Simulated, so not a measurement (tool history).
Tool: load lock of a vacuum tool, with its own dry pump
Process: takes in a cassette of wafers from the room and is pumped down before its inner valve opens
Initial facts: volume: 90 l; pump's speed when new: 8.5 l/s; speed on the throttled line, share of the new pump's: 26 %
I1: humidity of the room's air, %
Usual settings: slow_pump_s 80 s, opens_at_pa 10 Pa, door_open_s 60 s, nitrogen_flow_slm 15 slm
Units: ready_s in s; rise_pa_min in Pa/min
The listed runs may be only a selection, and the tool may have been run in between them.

run 1 hour=0.0 | slow_pump_s=80 opens_at_pa=10 door_open_s=60 nitrogen_flow_slm=15 | I1=40.9 | ready_s=157.6 rise_pa_min=0.028
run 2 hour=264.9 | slow_pump_s=80 opens_at_pa=10 door_open_s=60 nitrogen_flow_slm=15 | I1=47.7 | ready_s=157.0 rise_pa_min=0.034
run 3 hour=557.2 | slow_pump_s=80 opens_at_pa=10 door_open_s=54 nitrogen_flow_slm=15 | I1=46.6 | ready_s=158.0 rise_pa_min=0.028
run 4 hour=1154.3 | slow_pump_s=80 opens_at_pa=10 door_open_s=27 nitrogen_flow_slm=15 | I1=43.2 | ready_s=155.6 rise_pa_min=0.022
run 5 hour=1424.7 | slow_pump_s=80 opens_at_pa=10 door_open_s=27 nitrogen_flow_slm=15 | I1=46.1 | ready_s=156.0 rise_pa_min=0.013
run 6 hour=1994.5 | slow_pump_s=80 opens_at_pa=10 door_open_s=27 nitrogen_flow_slm=12 | I1=45.4 | ready_s=157.2 rise_pa_min=0.024
run 7 hour=2584.0 | slow_pump_s=80 opens_at_pa=10 door_open_s=60 nitrogen_flow_slm=9 | I1=44.7 | ready_s=155.7 rise_pa_min=0.039
run 8 hour=3121.5 | slow_pump_s=159 opens_at_pa=10 door_open_s=60 nitrogen_flow_slm=5 | I1=45.2 | ready_s=214.7 rise_pa_min=0.046
run 9 hour=3426.5 | slow_pump_s=159 opens_at_pa=10 door_open_s=60 nitrogen_flow_slm=5 | I1=47.6 | ready_s=217.6 rise_pa_min=0.051
run 10 hour=4053.3 | slow_pump_s=43 opens_at_pa=14 door_open_s=48 nitrogen_flow_slm=5 | I1=44.0 | ready_s=125.9 rise_pa_min=0.037
run 11 hour=4677.0 | slow_pump_s=43 opens_at_pa=14 door_open_s=48 nitrogen_flow_slm=5 | I1=44.3 | ready_s=127.3 rise_pa_min=0.040
run 12 hour=4959.4 | slow_pump_s=43 opens_at_pa=14 door_open_s=48 nitrogen_flow_slm=5 | I1=42.7 | ready_s=127.5 rise_pa_min=0.039
run 13 hour=5492.2 | slow_pump_s=43 opens_at_pa=14 door_open_s=48 nitrogen_flow_slm=5 | I1=45.1 | ready_s=125.3 rise_pa_min=0.034

Below are 5 alternative next runs, each starting from the tool's condition after run 13. Predict each:
run A hour=6055.4 | slow_pump_s=113 opens_at_pa=9 door_open_s=48 nitrogen_flow_slm=10 | I1=46.0 | ready_s=? rise_pa_min=?
run B hour=6055.4 | slow_pump_s=43 opens_at_pa=14 door_open_s=119 nitrogen_flow_slm=5 | I1=46.1 | ready_s=? rise_pa_min=?
run C hour=6055.4 | slow_pump_s=80 opens_at_pa=11 door_open_s=60 nitrogen_flow_slm=20 | I1=45.3 | ready_s=? rise_pa_min=?
run D hour=6055.4 | slow_pump_s=59 opens_at_pa=10 door_open_s=48 nitrogen_flow_slm=6 | I1=41.8 | ready_s=? rise_pa_min=?
run E hour=6055.4 | slow_pump_s=130 opens_at_pa=14 door_open_s=48 nitrogen_flow_slm=5 | I1=46.3 | ready_s=? rise_pa_min=?

run=A ready_s=182.5 rise_pa_min=0.033
run=B ready_s=125.6 rise_pa_min=0.074
run=C ready_s=156.6 rise_pa_min=0.022
run=D ready_s=141.2 rise_pa_min=0.035
run=E ready_s=191.3 rise_pa_min=0.038
Without the tool's hidden state the same runs would have given:
run=A ready_s=182.5 rise_pa_min=0.031
run=B ready_s=125.6 rise_pa_min=0.072
run=C ready_s=156.6 rise_pa_min=0.020
run=D ready_s=141.1 rise_pa_min=0.033
run=E ready_s=191.2 rise_pa_min=0.036

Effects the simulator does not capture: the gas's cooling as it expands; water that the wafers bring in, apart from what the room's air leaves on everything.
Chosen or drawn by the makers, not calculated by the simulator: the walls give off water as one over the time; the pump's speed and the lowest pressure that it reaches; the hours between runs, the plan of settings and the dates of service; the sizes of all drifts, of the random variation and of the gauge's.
